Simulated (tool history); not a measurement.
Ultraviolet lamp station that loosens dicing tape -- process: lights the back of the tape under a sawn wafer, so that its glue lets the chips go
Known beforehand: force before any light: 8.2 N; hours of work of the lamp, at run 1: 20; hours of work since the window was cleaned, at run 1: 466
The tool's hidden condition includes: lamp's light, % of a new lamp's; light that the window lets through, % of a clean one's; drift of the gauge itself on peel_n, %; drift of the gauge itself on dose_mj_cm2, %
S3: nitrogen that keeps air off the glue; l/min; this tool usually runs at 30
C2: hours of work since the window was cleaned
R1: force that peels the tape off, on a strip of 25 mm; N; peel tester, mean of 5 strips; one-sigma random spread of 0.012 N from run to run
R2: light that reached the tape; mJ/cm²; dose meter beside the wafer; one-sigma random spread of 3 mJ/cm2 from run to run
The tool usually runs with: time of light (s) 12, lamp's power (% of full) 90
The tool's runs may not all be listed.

run 1 hour=0 | time_of_light_(s)=12 lamp's_power_(%_of_full)=90 S3=30 | hours_of_work_of_the_lamp=20 C2=466 | R1=0.635 R2=391
run 2 hour=21 | time_of_light_(s)=12 lamp's_power_(%_of_full)=69 S3=30 | hours_of_work_of_the_lamp=37 C2=483 | R1=1.127 R2=297
run 3 hour=35.4 | time_of_light_(s)=12 lamp's_power_(%_of_full)=69 S3=30 | hours_of_work_of_the_lamp=48 C2=495 | R1=1.183 R2=297
-- hour=38 window cleaned of glue's vapour
run 4 hour=65.3 | time_of_light_(s)=12 lamp's_power_(%_of_full)=90 S3=11 | hours_of_work_of_the_lamp=72 C2=22 | R1=1.212 R2=422
run 5 hour=78.8 | time_of_light_(s)=12 lamp's_power_(%_of_full)=90 S3=11 | hours_of_work_of_the_lamp=82 C2=33 | R1=1.293 R2=418
run 6 hour=96.6 | time_of_light_(s)=12 lamp's_power_(%_of_full)=94 S3=30 | hours_of_work_of_the_lamp=97 C2=47 | R1=0.524 R2=432
run 7 hour=126.2 | time_of_light_(s)=12 lamp's_power_(%_of_full)=95 S3=30 | hours_of_work_of_the_lamp=120 C2=70 | R1=0.54 R2=431
run 8 hour=148.9 | time_of_light_(s)=12 lamp's_power_(%_of_full)=95 S3=30 | hours_of_work_of_the_lamp=138 C2=88 | R1=0.543 R2=428
run 9 hour=178.9 | time_of_light_(s)=12 lamp's_power_(%_of_full)=95 S3=30 | hours_of_work_of_the_lamp=162 C2=112 | R1=0.546 R2=424
run 10 hour=194.1 | time_of_light_(s)=12 lamp's_power_(%_of_full)=90 S3=30 | hours_of_work_of_the_lamp=174 C2=124 | R1=0.645 R2=399
run 11 hour=210.6 | time_of_light_(s)=12 lamp's_power_(%_of_full)=90 S3=30 | hours_of_work_of_the_lamp=187 C2=138 | R1=0.676 R2=398
run 12 hour=239.4 | time_of_light_(s)=11 lamp's_power_(%_of_full)=86 S3=58 | hours_of_work_of_the_lamp=210 C2=161 | R1=0.529 R2=350
run 13 hour=267.6 | time_of_light_(s)=11 lamp's_power_(%_of_full)=86 S3=58 | hours_of_work_of_the_lamp=233 C2=183 | R1=0.59 R2=340
run 14 hour=282.8 | time_of_light_(s)=19 lamp's_power_(%_of_full)=64 S3=33 | hours_of_work_of_the_lamp=245 C2=195 | R1=0.477 R2=434
run 15 hour=309.5 | time_of_light_(s)=19 lamp's_power_(%_of_full)=64 S3=33 | hours_of_work_of_the_lamp=266 C2=216 | R1=0.517 R2=436
run 16 hour=329.7 | time_of_light_(s)=15 lamp's_power_(%_of_full)=78 S3=18 | hours_of_work_of_the_lamp=282 C2=232 | R1=0.87 R2=414
run 17 hour=347.9 | time_of_light_(s)=17 lamp's_power_(%_of_full)=78 S3=12 | hours_of_work_of_the_lamp=297 C2=247 | R1=0.944 R2=470
run 18 hour=366.4 | time_of_light_(s)=20 lamp's_power_(%_of_full)=82 S3=44 | hours_of_work_of_the_lamp=312 C2=262 | R1=0.199 R2=579
run 19 hour=395.5 | time_of_light_(s)=12 lamp's_power_(%_of_full)=92 S3=10 | hours_of_work_of_the_lamp=335 C2=285 | R1=1.599 R2=389
run 20 hour=423.4 | time_of_light_(s)=7 lamp's_power_(%_of_full)=79 S3=14 | hours_of_work_of_the_lamp=357 C2=307 | R1=3.056 R2=192
run 21 hour=448.5 | time_of_light_(s)=13 lamp's_power_(%_of_full)=80 S3=11 | hours_of_work_of_the_lamp=377 C2=327 | R1=1.69 R2=355
run 22 hour=471.3 | time_of_light_(s)=22 lamp's_power_(%_of_full)=90 S3=27 | hours_of_work_of_the_lamp=395 C2=345 | R1=0.2 R2=674

Entry by entry between the runs, the difference in hidden state between the last listed run before and the first listed run after:
After run 3, before run 4: window cleaned of glue's vapour (hour 38)
  lamp's light, % of a new lamp's: 97.3 -> 96.7; light that the window lets through, % of a clean one's: 91.9 -> 99.5
  difference, measured minus the result without the unlogged condition, R1: +0.23 -> +0.082 N; R2: -35 -> -17 mJ/cm²

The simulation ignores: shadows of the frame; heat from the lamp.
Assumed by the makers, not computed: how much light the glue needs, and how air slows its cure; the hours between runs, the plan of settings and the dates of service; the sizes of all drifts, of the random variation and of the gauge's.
